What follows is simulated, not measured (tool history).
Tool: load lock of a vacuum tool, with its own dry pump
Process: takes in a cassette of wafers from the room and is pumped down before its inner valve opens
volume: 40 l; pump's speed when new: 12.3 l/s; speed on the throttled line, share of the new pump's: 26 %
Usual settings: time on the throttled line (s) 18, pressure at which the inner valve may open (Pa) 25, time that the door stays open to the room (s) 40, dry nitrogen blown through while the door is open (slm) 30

| run | hour | time on the throttled line (s) | pressure at which the inner valve may open (Pa) | time that the door stays open to the room (s) | dry nitrogen blown through while the door is open (slm) | incoming humidity of the room's air, % | time from the closed door until the inner valve may open (s) | rise of the pressure with all valves shut (Pa/min) |
|---|---|---|---|---|---|---|---|---|
| 1 | 0 | 18 | 25 | 40 | 30 | 48.4 | 41.3 | 0.087 |
| 2 | 296.4 | 18 | 25 | 40 | 30 | 44 | 41.4 | 0.087 |
| 3 | 639.3 | 18 | 25 | 40 | 13 | 47.3 | 41.2 | 0.114 |
| 4 | 923.9 | 18 | 25 | 40 | 8 | 47.5 | 42 | 0.131 |
| 5 | 1392 | 18 | 25 | 40 | 30 | 47.1 | 41.8 | 0.136 |
| 6 | 1630.5 | 18 | 25 | 40 | 30 | 48.5 | 41.4 | 0.147 |
| 7 | 1837.8 | 18 | 25 | 40 | 18 | 45.4 | 42 | 0.17 |
| 8 | 2181 | 18 | 25 | 40 | 30 | 42.1 | 41.8 | 0.181 |
| 9 | 2604.4 | 18 | 25 | 40 | 30 | 44.7 | 41.8 | 0.204 |
| 10 | 2854.9 | 18 | 25 | 40 | 30 | 48 | 41.9 | 0.226 |
| 11 | 3089.8 | 18 | 25 | 40 | 6 | 48 | 41.9 | 0.256 |
| 12 | 3392.2 | 18 | 25 | 40 | 6 | 49.4 | 41.9 | 0.28 |
| 13 | 3596.6 | 18 | 25 | 40 | 6 | 46.7 | 42.2 | 0.288 |
| 14 | 3869.4 | 18 | 25 | 40 | 6 | 44.9 | 42.4 | 0.308 |
| 15 | 4183.5 | 18 | 25 | 40 | 10 | 46 | 42.1 | 0.327 |
| 16 | 4633.3 | 18 | 25 | 118 | 30 | 43.6 | 42.5 | 0.369 |
| 17 | 4977.4 | 18 | 25 | 118 | 30 | 47.5 | 42.3 | 0.406 |
| 18 | 5373.3 | 18 | 25 | 40 | 30 | 47.4 | 42.5 | 0.439 |
| 19 | 5635.4 | 18 | 25 | 40 | 30 | 47.2 | 42.3 | 0.441 |
| 20 | 6032.1 | 15 | 24 | 40 | 13 | 38.3 | 40.5 | 0.025 |
| 21 | 6469.1 | 26 | 23 | 35 | 30 | 44.3 | 48.3 | 0.032 |
| 22 | 6699.7 | 26 | 23 | 35 | 30 | 45.3 | 48.3 | 0.038 |
| 23 | 7115 | 18 | 23 | 148 | 30 | 45.9 | 43.1 | 0.072 |
| 24 | 7378 | 18 | 23 | 148 | 30 | 46.1 | 42.8 | 0.083 |
| 25 | 7774.7 | 18 | 22 | 40 | 21 | 45.8 | 43.3 | 0.08 |
| 26 | 8053.4 | 18 | 22 | 40 | 21 | 45.3 | 43.1 | 0.09 |
| 27 | 8311.2 | 18 | 35 | 165 | 10 | 44.7 | 41.7 | 0.148 |
| 28 | 8666.1 | 18 | 34 | 40 | 30 | 46.7 | 41.9 | 0.11 |
| 29 | 8880.2 | 11 | 48 | 130 | 24 | 45.1 | 35.3 | 0.144 |
| 30 | 9274.9 | 11 | 48 | 130 | 24 | 44.5 | 35.7 | 0.166 |
| 31 | 9484.9 | 18 | 28 | 40 | 7 | 40.3 | 42.4 | 0.166 |
| 32 | 9765.8 | 18 | 25 | 40 | 5 | 42.8 | 43.3 | 0.181 |
| 33 | 10131.7 | 22 | 39 | 51 | 5 | 44.2 | 44.3 | 0.207 |
| 34 | 10478.4 | 22 | 39 | 51 | 5 | 41.2 | 44.5 | 0.233 |
| 35 | 10714.7 | 17 | 25 | 43 | 30 | 43.6 | 42.8 | 0.234 |
| 36 | 10922.4 | 17 | 25 | 43 | 30 | 44.9 | 42.7 | 0.255 |
| 37 | 11118.6 | 18 | 25 | 40 | 8 | 45.5 | 43.1 | 0.269 |
| 38 | 11510.7 | 18 | 25 | 108 | 30 | 43.3 | 43.7 | 0.307 |

Not shown: 1 entry that the log had between the listed runs. Between which runs, and how does the tool's hidden state differ before and after?
Between runs 19 and 20: door's seal changed, seat wiped (hour 6006.4)
  pump's speed, % of a new pump's: 92.7 -> 92.4; leak at the door's seal, Pa l/s: 0.2864 -> 0.0022
  measured less the result without the state, time from the closed door until the inner valve may open (s): +1.8 -> +2; rise of the pressure with all valves shut (Pa/min): +0.416 -> +0.001
